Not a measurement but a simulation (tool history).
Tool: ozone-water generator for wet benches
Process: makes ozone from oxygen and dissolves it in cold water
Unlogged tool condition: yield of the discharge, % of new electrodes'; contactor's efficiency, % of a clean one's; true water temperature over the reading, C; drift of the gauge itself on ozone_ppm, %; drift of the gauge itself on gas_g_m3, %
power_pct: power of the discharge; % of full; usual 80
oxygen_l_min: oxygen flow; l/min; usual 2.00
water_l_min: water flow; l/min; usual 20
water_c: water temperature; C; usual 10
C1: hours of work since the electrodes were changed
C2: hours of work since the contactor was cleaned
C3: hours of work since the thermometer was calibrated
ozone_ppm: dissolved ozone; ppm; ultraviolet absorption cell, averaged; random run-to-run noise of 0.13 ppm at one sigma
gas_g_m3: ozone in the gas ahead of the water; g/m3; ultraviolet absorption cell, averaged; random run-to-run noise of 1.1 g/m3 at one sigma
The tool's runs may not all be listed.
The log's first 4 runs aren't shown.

run 5 hour=345.8 | power_pct=80 oxygen_l_min=2.00 water_l_min=14 water_c=10 | C1=4423 C2=8789 C3=4570 | ozone_ppm=17.5 gas_g_m3=190.7
run 6 hour=495.1 | power_pct=80 oxygen_l_min=2.00 water_l_min=14 water_c=10 | C1=4531 C2=8897 C3=4678 | ozone_ppm=17.6 gas_g_m3=191.2
run 7 hour=627.4 | power_pct=80 oxygen_l_min=2.00 water_l_min=14 water_c=10 | C1=4627 C2=8993 C3=4774 | ozone_ppm=17.5 gas_g_m3=190.7
-- hour=736.8 water thermometer calibrated
run 8 hour=759.7 | power_pct=80 oxygen_l_min=2.00 water_l_min=14 water_c=10 | C1=4722 C2=9089 C3=17 | ozone_ppm=17.5 gas_g_m3=191.3
run 9 hour=871.3 | power_pct=80 oxygen_l_min=2.00 water_l_min=20 water_c=10 | C1=4803 C2=9169 C3=97 | ozone_ppm=12.5 gas_g_m3=193.0
run 10 hour=1011.5 | power_pct=80 oxygen_l_min=2.00 water_l_min=20 water_c=10 | C1=4904 C2=9271 C3=199 | ozone_ppm=12.6 gas_g_m3=188.7
run 11 hour=1105.2 | power_pct=80 oxygen_l_min=2.00 water_l_min=16 water_c=10 | C1=4972 C2=9339 C3=267 | ozone_ppm=15.4 gas_g_m3=189.4
run 12 hour=1203.7 | power_pct=80 oxygen_l_min=2.00 water_l_min=20 water_c=10 | C1=5043 C2=9410 C3=338 | ozone_ppm=12.5 gas_g_m3=188.9
run 13 hour=1330.2 | power_pct=80 oxygen_l_min=2.00 water_l_min=20 water_c=10 | C1=5135 C2=9501 C3=429 | ozone_ppm=12.5 gas_g_m3=191.8
run 14 hour=1397.6 | power_pct=80 oxygen_l_min=2.00 water_l_min=20 water_c=10 | C1=5184 C2=9550 C3=478 | ozone_ppm=12.8 gas_g_m3=190.6
run 15 hour=1458.2 | power_pct=80 oxygen_l_min=2.00 water_l_min=20 water_c=10 | C1=5228 C2=9594 C3=522 | ozone_ppm=12.4 gas_g_m3=190.9
run 16 hour=1532.4 | power_pct=80 oxygen_l_min=2.00 water_l_min=20 water_c=10 | C1=5281 C2=9648 C3=576 | ozone_ppm=12.7 gas_g_m3=190.9
run 17 hour=1606.0 | power_pct=80 oxygen_l_min=2.00 water_l_min=20 water_c=10 | C1=5335 C2=9701 C3=629 | ozone_ppm=12.7 gas_g_m3=190.4
run 18 hour=1697.3 | power_pct=69 oxygen_l_min=2.00 water_l_min=17 water_c=14 | C1=5401 C2=9767 C3=695 | ozone_ppm=13.0 gas_g_m3=176.8
run 19 hour=1797.8 | power_pct=80 oxygen_l_min=1.17 water_l_min=20 water_c=10 | C1=5473 C2=9840 C3=768 | ozone_ppm=10.1 gas_g_m3=241.7
run 20 hour=1940.0 | power_pct=80 oxygen_l_min=1.17 water_l_min=20 water_c=10 | C1=5576 C2=9943 C3=871 | ozone_ppm=10.1 gas_g_m3=241.2
run 21 hour=2048.2 | power_pct=49 oxygen_l_min=1.81 water_l_min=20 water_c=10 | C1=5654 C2=10021 C3=949 | ozone_ppm=9.3 gas_g_m3=154.5
run 22 hour=2131.0 | power_pct=43 oxygen_l_min=2.41 water_l_min=32 water_c=14 | C1=5714 C2=10081 C3=1009 | ozone_ppm=6.0 gas_g_m3=127.5
run 23 hour=2266.0 | power_pct=43 oxygen_l_min=2.41 water_l_min=32 water_c=14 | C1=5812 C2=10178 C3=1106 | ozone_ppm=5.9 gas_g_m3=127.2

Estimate the outcome of run 24 from the log above:
run 24 hour=2395.4 | power_pct=43 oxygen_l_min=2.41 water_l_min=32 water_c=14 | C1=5906 C2=10272 C3=1200 | ozone_ppm=? gas_g_m3=?

{"run 24": {"ozone_ppm": 5.8, "gas_g_m3": 126.4}}
With no hidden state in the tool, this same run would have given ozone_ppm 5.8 ppm, gas_g_m3 124.5 g/m3.
